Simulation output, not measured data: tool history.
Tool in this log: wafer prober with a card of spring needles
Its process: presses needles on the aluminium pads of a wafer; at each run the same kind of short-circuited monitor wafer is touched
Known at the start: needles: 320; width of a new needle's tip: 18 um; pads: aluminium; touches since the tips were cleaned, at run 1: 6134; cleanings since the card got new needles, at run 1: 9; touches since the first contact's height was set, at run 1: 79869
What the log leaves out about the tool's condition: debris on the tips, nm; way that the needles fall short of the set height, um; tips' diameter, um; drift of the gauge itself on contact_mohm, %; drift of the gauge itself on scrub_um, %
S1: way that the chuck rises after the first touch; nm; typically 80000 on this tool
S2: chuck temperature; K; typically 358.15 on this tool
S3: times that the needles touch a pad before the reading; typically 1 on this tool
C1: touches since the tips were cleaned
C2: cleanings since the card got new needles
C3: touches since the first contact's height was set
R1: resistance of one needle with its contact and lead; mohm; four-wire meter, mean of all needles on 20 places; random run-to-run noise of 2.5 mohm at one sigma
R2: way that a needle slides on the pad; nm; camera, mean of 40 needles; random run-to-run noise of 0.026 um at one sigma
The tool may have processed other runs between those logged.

run   hour     S1      S2  S3    C1  C2      C3   R1     R2
  1    0.0  80000  358.15   1  6134   9   79869  280  16570
       4.1  -- tips cleaned on abrasive film
  2   12.8  80000  358.15   1  2653  10   83753  278  16620
  3   26.9  81000  358.15   1  6994  10   88094  278  16860
      28.5  -- tips cleaned on abrasive film
  4   35.5  91000  358.15   1  2158  11   90711  275  18980
  5   47.1  80000  358.15   1  5701  11   94254  282  16720
      53.0  -- tips cleaned on abrasive film
  6   56.9  80000  358.15   1  1186  12   97231  277  16720
  7   71.0  80000  358.15   1  5526  12  101571  279  16720
      77.0  -- tips cleaned on abrasive film
  8   83.4  80000  358.15   1  1970  13  105352  281  16680
  9   89.3  80000  324.15   1  3773  13  107155  272  16790
 10  100.4  80000  396.15   1  7176  13  110558  289  16830
     101.6  -- tips cleaned on abrasive film
 11  110.1  80000  358.15   3  2601  14  113504  281  16850
 12  119.4  80000  358.15   3  5452  14  116355  281  16790
     125.8  -- tips cleaned on abrasive film
 13  126.3  80000  323.15   1   161  15  118452  271  16870
 14  135.6  86000  358.15   1  3021  15  121312  281  18110
     140.0  -- height of the first contact set anew
     150.3  -- tips cleaned on abrasive film
 15  150.3  86000  358.15   1     0  16    3127  273  18180
 16  157.4  81000  358.15   1  2170  16    5297  278  17130
     162.3  -- gauge calibrated
 17  165.8  81000  358.15   1  4757  16    7884  278  16810
 18  173.4  81000  358.15   2  7088  16   10215  278  16840
     174.7  -- tips cleaned on abrasive film
 19  186.3  81000  358.15   2  3571  17   14152  281  16850
 20  193.8  81000  358.15   3  5864  17   16445  280  16780
     199.3  -- tips cleaned on abrasive film
 21  206.8  80000  358.15   1  2301  18   20409  281  16700
 22  220.4  78000  313.15   2  6484  18   24592  267  16300
     223.9  -- tips cleaned on abrasive film
 23  230.8  86000  371.15   1  2098  19   27734  283  18010
 24  242.8  80000  298.15   1  5801  19   31437  259  16670
     248.6  -- tips cleaned on abrasive film
 25  252.0  67000  312.15   2  1038  20   34208  267  14030
 26  261.9  67000  312.15   2  4097  20   37267  270  14050
 27  268.0  84000  309.15   1  5964  20   39134  266  17680
     273.2  -- tips cleaned on abrasive film
 28  277.2  84000  309.15   1  1218  21   41914  264  17620
 29  287.5  63000  330.15   1  4373  21   45069  277  13260
     297.3  -- tips cleaned on abrasive film
 30  301.0  87000  367.15   1  1134  22   49188  281  18330
 31  309.8  63000  358.15   2  3854  22   51908  285  13280
 32  319.5  63000  358.15   2  6825  22   54879  285  13360
     321.9  -- tips cleaned on abrasive film
 33  333.0  63000  358.15   2  3421  23   59003  284  13330
 34  340.3  83000  314.15   2  5656  23   61238  267  17580

Results per run with the tool's hidden condition removed, run-to-run variation unchanged:
run     R2
  1  16570
  2  16590
  3  16800
  4  18900
  5  16630
  6  16610
  7  16580
  8  16510
  9  16610
 10  16630
 11  16630
 12  16560
 13  16620
 14  17820
 15  17860
 16  16810
 17  16810
 18  16820
 19  16800
 20  16720
 21  16610
 22  16190
 23  17870
 24  16510
 25  13880
 26  13880
 27  17460
 28  17380
 29  13060
 30  18030
 31  13050
 32  13110
 33  13060
 34  17210
For R1, the value without the hidden state is never more than 1 mohm from the measured value.

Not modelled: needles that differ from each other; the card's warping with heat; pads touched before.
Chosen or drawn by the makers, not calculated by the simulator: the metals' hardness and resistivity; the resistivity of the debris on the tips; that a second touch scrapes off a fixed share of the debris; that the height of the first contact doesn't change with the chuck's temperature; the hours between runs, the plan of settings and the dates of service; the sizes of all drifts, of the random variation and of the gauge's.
